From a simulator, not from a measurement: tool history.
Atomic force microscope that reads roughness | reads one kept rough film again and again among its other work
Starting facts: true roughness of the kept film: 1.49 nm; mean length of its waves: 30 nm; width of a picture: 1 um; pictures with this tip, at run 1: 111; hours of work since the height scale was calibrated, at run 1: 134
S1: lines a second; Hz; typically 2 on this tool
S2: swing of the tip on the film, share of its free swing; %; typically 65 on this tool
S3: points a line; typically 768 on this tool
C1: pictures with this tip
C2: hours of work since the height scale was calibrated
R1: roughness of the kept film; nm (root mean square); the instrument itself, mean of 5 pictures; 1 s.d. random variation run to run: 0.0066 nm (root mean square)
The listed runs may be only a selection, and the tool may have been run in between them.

run   hour    S1  S2   S3   C1   C2     R1
  1      0     2  65  768  111  134  1.266
  2   33.3     2  65  768  183  155  1.238
     108.9  -- new tip fitted
  3  111.8     2  65  768    7  205  1.307
  4  149.7     2  65  522   88  229  1.273
  5  212.5     2  65  768  224  270  1.214
     267.7  -- new tip fitted
  6  285.4  3.08  72  710   38  316  1.159
  7    330     2  73  577  134  345  1.205
  8  396.5     2  73  324  277  387  1.128
     430.2  -- new tip fitted
  9  468.7     2  57  339   83  433   1.31
 10  536.2  2.06  77  994  229  476  1.136

Predict each of these 4 candidate next runs independently; none follows another, all start after run 10:
     591.1  -- new tip fitted
  A  602.8  0.79  65  404  25  519   ?
     591.1  -- new tip fitted
  B  602.8  2.06  56  994  25  519   ?
     591.1  -- new tip fitted
  C  602.8  0.62  77  466  25  519   ?
     591.1  -- new tip fitted
  D  602.8  2.91  77  720  25  519   ?

run     R1
  A  1.364
  B  1.357
  C  1.343
  D  1.119
Without the tool's hidden state the same runs would have given:
run     R1
  A  1.387
  B  1.379
  C  1.365
  D  1.138

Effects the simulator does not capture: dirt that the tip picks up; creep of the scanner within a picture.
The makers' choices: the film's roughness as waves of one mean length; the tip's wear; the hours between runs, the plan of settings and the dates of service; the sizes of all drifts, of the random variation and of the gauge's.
